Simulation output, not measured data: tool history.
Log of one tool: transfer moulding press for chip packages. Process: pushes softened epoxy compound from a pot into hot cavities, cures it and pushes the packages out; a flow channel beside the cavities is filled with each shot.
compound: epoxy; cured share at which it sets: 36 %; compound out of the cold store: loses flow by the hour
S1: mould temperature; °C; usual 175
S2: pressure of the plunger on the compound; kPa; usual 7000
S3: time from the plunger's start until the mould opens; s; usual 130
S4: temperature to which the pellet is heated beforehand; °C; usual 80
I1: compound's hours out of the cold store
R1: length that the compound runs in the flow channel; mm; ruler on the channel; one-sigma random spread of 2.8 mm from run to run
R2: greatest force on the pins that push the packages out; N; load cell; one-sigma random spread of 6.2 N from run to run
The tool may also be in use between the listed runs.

| run | hour | S1 | S2 | S3 | S4 | I1 | R1 | R2 |
|---|---|---|---|---|---|---|---|---|
| 1 | 0.0 | 175 | 7000 | 130 | 80 | 32.7 | 557 | 283 |
| 2 | 7.6 | 175 | 7000 | 130 | 80 | 41.7 | 541 | 277 |
| 3 | 17.0 | 175 | 7000 | 130 | 80 | 32.6 | 563 | 286 |
| 4 | 24.5 | 175 | 7000 | 130 | 80 | 27.6 | 573 | 286 |
| 5 | 28.8 | 175 | 7000 | 130 | 80 | 23.0 | 588 | 289 |
|  | 34.1 | cavities cleaned with cleaning compound and waxed |
| 6 | 39.0 | 175 | 7790 | 130 | 80 | 12.0 | 651 | 292 |
| 7 | 46.1 | 175 | 5370 | 130 | 80 | 47.3 | 458 | 290 |
| 8 | 54.4 | 175 | 5370 | 130 | 80 | 41.1 | 470 | 282 |
| 9 | 60.8 | 175 | 5370 | 130 | 80 | 26.0 | 503 | 284 |
| 10 | 66.5 | 175 | 7000 | 130 | 80 | 38.3 | 545 | 285 |
| 11 | 75.5 | 175 | 7000 | 130 | 80 | 20.2 | 593 | 289 |
| 12 | 80.2 | 175 | 7000 | 130 | 80 | 26.4 | 572 | 277 |
|  | 83.3 | cavities cleaned with cleaning compound and waxed |
| 13 | 88.2 | 175 | 7000 | 130 | 80 | 42.5 | 533 | 283 |
| 14 | 95.8 | 170 | 7000 | 130 | 80 | 34.4 | 565 | 351 |
| 15 | 105.2 | 170 | 7000 | 130 | 80 | 34.8 | 563 | 344 |
| 16 | 110.1 | 170 | 7000 | 130 | 80 | 8.1 | 637 | 385 |
| 17 | 115.8 | 175 | 7000 | 146 | 80 | 15.2 | 604 | 266 |
| 18 | 121.7 | 175 | 7000 | 146 | 80 | 44.3 | 534 | 257 |
| 19 | 129.9 | 177 | 5720 | 130 | 84 | 14.0 | 549 | 278 |
|  | 132.2 | cavities cleaned with cleaning compound and waxed |
| 20 | 140.1 | 174 | 5720 | 137 | 84 | 12.9 | 553 | 274 |
| 21 | 148.7 | 174 | 5720 | 137 | 84 | 19.5 | 539 | 279 |
| 22 | 158.6 | 179 | 5480 | 159 | 76 | 17.0 | 525 | 271 |
| 23 | 166.6 | 172 | 7000 | 125 | 80 | 20.7 | 596 | 349 |
| 24 | 176.5 | 175 | 5580 | 130 | 74 | 23.2 | 518 | 295 |
|  | 181.0 | cavities cleaned with cleaning compound and waxed |
| 25 | 184.1 | 173 | 5540 | 134 | 83 | 17.9 | 537 | 296 |
| 26 | 192.6 | 173 | 6740 | 156 | 71 | 31.3 | 555 | 262 |
| 27 | 202.7 | 181 | 7000 | 130 | 85 | 38.2 | 532 | 264 |
| 28 | 213.1 | 173 | 7000 | 130 | 70 | 14.3 | 611 | 318 |

Alternative continuations, all from the tool just after run 28; predict every row:
| A | 221.8 | 169 | 7250 | 130 | 80 | 29.0 | ? | ? |
| B | 221.8 | 177 | 7000 | 129 | 77 | 23.7 | ? | ? |
| C | 221.8 | 173 | 7180 | 130 | 80 | 38.2 | ? | ? |
| D | 221.8 | 177 | 7000 | 130 | 70 | 45.5 | ? | ? |
| E | 221.8 | 173 | 7830 | 130 | 70 | 12.7 | ? | ? |

| run | R1 | R2 |
|---|---|---|
| A | 589 | 376 |
| B | 582 | 269 |
| C | 558 | 303 |
| D | 526 | 275 |
| E | 647 | 306 |
What these runs would have given with no unlogged condition in the tool:
| run | R1 | R2 |
|---|---|---|
| A | 590 | 373 |
| B | 583 | 267 |
| C | 559 | 301 |
| D | 528 | 273 |
| E | 648 | 304 |
